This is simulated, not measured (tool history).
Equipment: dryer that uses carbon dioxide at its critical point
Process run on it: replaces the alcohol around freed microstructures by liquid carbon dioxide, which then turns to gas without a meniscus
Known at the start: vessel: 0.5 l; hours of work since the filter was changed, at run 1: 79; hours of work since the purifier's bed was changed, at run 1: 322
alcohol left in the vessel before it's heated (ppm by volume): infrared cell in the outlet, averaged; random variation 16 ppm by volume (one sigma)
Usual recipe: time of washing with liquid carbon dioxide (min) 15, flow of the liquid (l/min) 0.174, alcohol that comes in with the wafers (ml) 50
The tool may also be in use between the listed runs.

| run | hour | time of washing with liquid carbon dioxide (min) | flow of the liquid (l/min) | alcohol that comes in with the wafers (ml) | hours of work since the filter was changed | hours of work since the purifier's bed was changed | alcohol left in the vessel before it's heated (ppm by volume) |
|---|---|---|---|---|---|---|---|
| 1 | 0 | 15 | 0.174 | 50 | 79 | 322 | 1402 |
| 2 | 10.4 | 15 | 0.115 | 50 | 87 | 330 | 6551 |
| 3 | 21.6 | 15 | 0.115 | 50 | 96 | 338 | 6801 |
| 4 | 31.8 | 15 | 0.115 | 50 | 104 | 346 | 6844 |
| 5 | 48.7 | 18 | 0.174 | 50 | 117 | 359 | 713 |
| 6 | 63.2 | 18 | 0.174 | 50 | 128 | 371 | 743 |
| 7 | 73.5 | 18 | 0.174 | 50 | 136 | 379 | 783 |
| 8 | 86.7 | 18 | 0.174 | 50 | 146 | 389 | 824 |
| 9 | 97.7 | 18 | 0.219 | 50 | 155 | 397 | 245 |
| 10 | 110.3 | 18 | 0.219 | 50 | 164 | 407 | 260 |
| 11 | 121.8 | 13 | 0.174 | 50 | 173 | 416 | 3266 |
| 12 | 136.4 | 13 | 0.174 | 50 | 184 | 427 | 3535 |
| 13 | 150 | 15 | 0.174 | 50 | 195 | 437 | 2143 |
|  | 158.9 | inlet filter changed |
| 14 | 167.1 | 15 | 0.174 | 50 | 6 | 450 | 1115 |
| 15 | 179.9 | 15 | 0.174 | 50 | 16 | 460 | 1104 |
| 16 | 189.6 | 20 | 0.111 | 110 | 24 | 467 | 5395 |
| 17 | 206.7 | 11 | 0.174 | 79 | 37 | 480 | 5920 |
| 18 | 221 | 11 | 0.174 | 79 | 48 | 491 | 6089 |
| 19 | 228.2 | 21 | 0.23 | 79 | 53 | 497 | 77 |
| 20 | 239.1 | 21 | 0.235 | 105 | 62 | 505 | 104 |
| 21 | 247.1 | 17 | 0.129 | 79 | 68 | 512 | 4442 |
| 22 | 262.4 | 17 | 0.129 | 79 | 80 | 523 | 4537 |
| 23 | 276.1 | 17 | 0.129 | 79 | 90 | 534 | 4704 |
| 24 | 283.6 | 15 | 0.174 | 21 | 96 | 540 | 647 |
| 25 | 297.8 | 22 | 0.174 | 21 | 107 | 551 | 141 |
| 26 | 306.2 | 10 | 0.249 | 42 | 114 | 557 | 1432 |
| 27 | 314 | 22 | 0.286 | 42 | 120 | 563 | 50 |
| 28 | 330.6 | 9 | 0.174 | 50 | 132 | 576 | 8223 |
| 29 | 341.3 | 19 | 0.147 | 48 | 141 | 584 | 1326 |

Branching from run 29: 5 alternative next runs. What would each branch give?
| A | 358.9 | 23 | 0.147 | 39 | 154 | 598 | ? |
| B | 358.9 | 19 | 0.147 | 61 | 154 | 598 | ? |
| C | 358.9 | 15 | 0.15 | 22 | 154 | 598 | ? |
| D | 358.9 | 19 | 0.212 | 48 | 154 | 598 | ? |
| E | 358.9 | 15 | 0.21 | 50 | 154 | 598 | ? |

| run | alcohol left in the vessel before it's heated (ppm by volume) |
|---|---|
| A | 492 |
| B | 1709 |
| C | 1455 |
| D | 220 |
| E | 768 |
Without the tool's hidden state the same runs would have given:
| run | alcohol left in the vessel before it's heated (ppm by volume) |
|---|---|
| A | 222 |
| B | 927 |
| C | 879 |
| D | 75 |
| E | 368 |

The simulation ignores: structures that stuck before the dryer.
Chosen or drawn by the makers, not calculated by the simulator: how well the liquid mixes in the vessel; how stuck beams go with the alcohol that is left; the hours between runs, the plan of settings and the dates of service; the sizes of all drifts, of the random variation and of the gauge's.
